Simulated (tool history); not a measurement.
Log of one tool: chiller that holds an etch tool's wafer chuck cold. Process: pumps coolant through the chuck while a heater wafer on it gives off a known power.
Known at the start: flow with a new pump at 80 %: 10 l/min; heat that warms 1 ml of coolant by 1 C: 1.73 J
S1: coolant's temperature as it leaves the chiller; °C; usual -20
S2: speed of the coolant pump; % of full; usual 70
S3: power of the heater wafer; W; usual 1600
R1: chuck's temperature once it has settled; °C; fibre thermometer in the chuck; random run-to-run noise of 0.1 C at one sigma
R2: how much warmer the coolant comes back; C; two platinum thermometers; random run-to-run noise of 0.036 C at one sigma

run,hour,S1,S2,S3,R1,R2
1,0.0,-20,70,1600,0.8,6.55
2,40.8,-20,70,1600,0.9,6.62
3,71.7,-18,70,1600,2.9,6.64
4,108.3,-18,70,1600,3.0,6.60
5,130.3,-20,70,1600,1.0,6.60
6,153.9,-20,70,1600,1.1,6.59
7,189.0,-20,70,1600,1.0,6.61
8,235.1,-15,70,1600,6.1,6.58
9,271.8,-20,70,1600,1.4,6.65
10,314.8,-20,70,1600,1.2,6.68
11,341.8,-20,70,1600,1.4,6.59
# hour 350.6: coolant pump overhauled
12,379.6,-14,75,1256,2.2,4.84
13,399.2,-13,91,911,-2.6,2.89
14,421.5,-13,91,911,-2.7,2.86
15,450.7,-13,91,911,-2.6,2.83
16,487.0,-13,63,1590,9.9,7.47
# hour 535.4: coolant pump overhauled, once more
17,535.4,-13,63,1590,9.5,7.04
18,564.8,-23,70,1179,-7.4,4.75
19,591.6,-14,84,1008,-2.1,3.31
20,628.3,-28,70,835,-16.8,3.30
21,657.8,-28,70,835,-17.0,3.37

5 ways to go on from here, each from the tool as it stands after run 21. What would each give?
A,689.4,-30,98,2056,?,?
B,689.4,-28,90,2072,?,?
C,689.4,-24,71,809,?,?
D,689.4,-12,80,1016,?,?
E,689.4,-29,63,1129,?,?

run,R1,R2
A,-8.2,5.72
B,-4.9,6.39
C,-13.1,3.17
D,0.5,3.56
E,-12.8,5.07
What these runs would have given with no unlogged condition in the tool:
run,R1,R2
A,-9.9,5.72
B,-6.8,6.40
C,-14.1,3.17
D,-0.6,3.56
E,-14.2,5.08
